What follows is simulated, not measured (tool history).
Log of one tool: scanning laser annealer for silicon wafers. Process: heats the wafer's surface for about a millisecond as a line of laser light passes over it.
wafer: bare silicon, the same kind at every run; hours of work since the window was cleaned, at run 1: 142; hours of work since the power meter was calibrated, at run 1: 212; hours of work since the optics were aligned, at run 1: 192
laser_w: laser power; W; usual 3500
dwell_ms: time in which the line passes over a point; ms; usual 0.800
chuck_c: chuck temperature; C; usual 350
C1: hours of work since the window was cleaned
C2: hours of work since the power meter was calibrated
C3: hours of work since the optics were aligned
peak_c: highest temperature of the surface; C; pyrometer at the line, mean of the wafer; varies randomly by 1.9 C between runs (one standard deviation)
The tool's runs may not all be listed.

{"run": 1, "hour": 0.0, "laser_w": 3500, "dwell_ms": 0.8, "chuck_c": 350, "C1": 142, "C2": 212, "C3": 192, "peak_c": 1139}
{"run": 2, "hour": 7.2, "laser_w": 3500, "dwell_ms": 0.665, "chuck_c": 350, "C1": 146, "C2": 217, "C3": 196, "peak_c": 1076}
{"run": 3, "hour": 14.6, "laser_w": 3500, "dwell_ms": 0.665, "chuck_c": 350, "C1": 151, "C2": 221, "C3": 201, "peak_c": 1077}
{"run": 4, "hour": 20.4, "laser_w": 3500, "dwell_ms": 0.665, "chuck_c": 350, "C1": 155, "C2": 225, "C3": 205, "peak_c": 1073}
{"run": 5, "hour": 24.3, "laser_w": 3500, "dwell_ms": 0.665, "chuck_c": 350, "C1": 157, "C2": 227, "C3": 207, "peak_c": 1080}
{"run": 6, "hour": 32.2, "laser_w": 3500, "dwell_ms": 0.665, "chuck_c": 350, "C1": 162, "C2": 232, "C3": 212, "peak_c": 1075}
{"run": 7, "hour": 38.6, "laser_w": 3500, "dwell_ms": 0.665, "chuck_c": 350, "C1": 166, "C2": 236, "C3": 216, "peak_c": 1080}
{"run": 8, "hour": 44.5, "laser_w": 3500, "dwell_ms": 0.665, "chuck_c": 350, "C1": 170, "C2": 240, "C3": 220, "peak_c": 1078}
{"run": 9, "hour": 50.6, "laser_w": 3500, "dwell_ms": 0.665, "chuck_c": 350, "C1": 174, "C2": 244, "C3": 224, "peak_c": 1077}
{"hour": 53.4, "done": "window over the wafer cleaned"}
{"run": 10, "hour": 58.9, "laser_w": 3500, "dwell_ms": 0.665, "chuck_c": 350, "C1": 3, "C2": 248, "C3": 228, "peak_c": 1069}
{"run": 11, "hour": 63.1, "laser_w": 3500, "dwell_ms": 0.665, "chuck_c": 350, "C1": 6, "C2": 251, "C3": 230, "peak_c": 1071}
{"run": 12, "hour": 71.3, "laser_w": 3509, "dwell_ms": 0.842, "chuck_c": 350, "C1": 11, "C2": 256, "C3": 235, "peak_c": 1145}
{"run": 13, "hour": 77.0, "laser_w": 3509, "dwell_ms": 0.842, "chuck_c": 350, "C1": 15, "C2": 259, "C3": 239, "peak_c": 1147}
{"hour": 81.0, "done": "window over the wafer cleaned, once more"}
{"run": 14, "hour": 85.7, "laser_w": 3016, "dwell_ms": 0.66, "chuck_c": 314, "C1": 3, "C2": 263, "C3": 243, "peak_c": 944}
{"run": 15, "hour": 94.0, "laser_w": 3656, "dwell_ms": 0.66, "chuck_c": 327, "C1": 8, "C2": 269, "C3": 248, "peak_c": 1096}
{"run": 16, "hour": 102.2, "laser_w": 3137, "dwell_ms": 0.581, "chuck_c": 344, "C1": 13, "C2": 274, "C3": 254, "peak_c": 960}
{"run": 17, "hour": 109.6, "laser_w": 3216, "dwell_ms": 0.8, "chuck_c": 374, "C1": 18, "C2": 279, "C3": 258, "peak_c": 1106}
{"run": 18, "hour": 116.6, "laser_w": 3050, "dwell_ms": 0.816, "chuck_c": 350, "C1": 22, "C2": 283, "C3": 263, "peak_c": 1043}
{"run": 19, "hour": 124.3, "laser_w": 3500, "dwell_ms": 0.565, "chuck_c": 350, "C1": 27, "C2": 288, "C3": 268, "peak_c": 1032}
{"run": 20, "hour": 132.9, "laser_w": 3500, "dwell_ms": 0.565, "chuck_c": 350, "C1": 33, "C2": 293, "C3": 273, "peak_c": 1031}
{"run": 21, "hour": 140.2, "laser_w": 3500, "dwell_ms": 0.565, "chuck_c": 350, "C1": 37, "C2": 298, "C3": 278, "peak_c": 1033}

Alternative continuations, all from the tool just after run 21; predict every row:
{"run": "A", "hour": 146.0, "laser_w": 3849, "dwell_ms": 0.8, "chuck_c": 350, "C1": 41, "C2": 301, "C3": 281, "peak_c": "?"}
{"run": "B", "hour": 146.0, "laser_w": 3500, "dwell_ms": 0.897, "chuck_c": 350, "C1": 41, "C2": 301, "C3": 281, "peak_c": "?"}
{"run": "C", "hour": 146.0, "laser_w": 3500, "dwell_ms": 0.84, "chuck_c": 344, "C1": 41, "C2": 301, "C3": 281, "peak_c": "?"}
{"run": "D", "hour": 146.0, "laser_w": 3843, "dwell_ms": 0.565, "chuck_c": 337, "C1": 41, "C2": 301, "C3": 281, "peak_c": "?"}

run=A peak_c=1225
run=B peak_c=1185
run=C peak_c=1155
run=D peak_c=1089
With no hidden state in the tool, these same runs would have given:
run=A peak_c=1236
run=B peak_c=1195
run=C peak_c=1165
run=D peak_c=1098
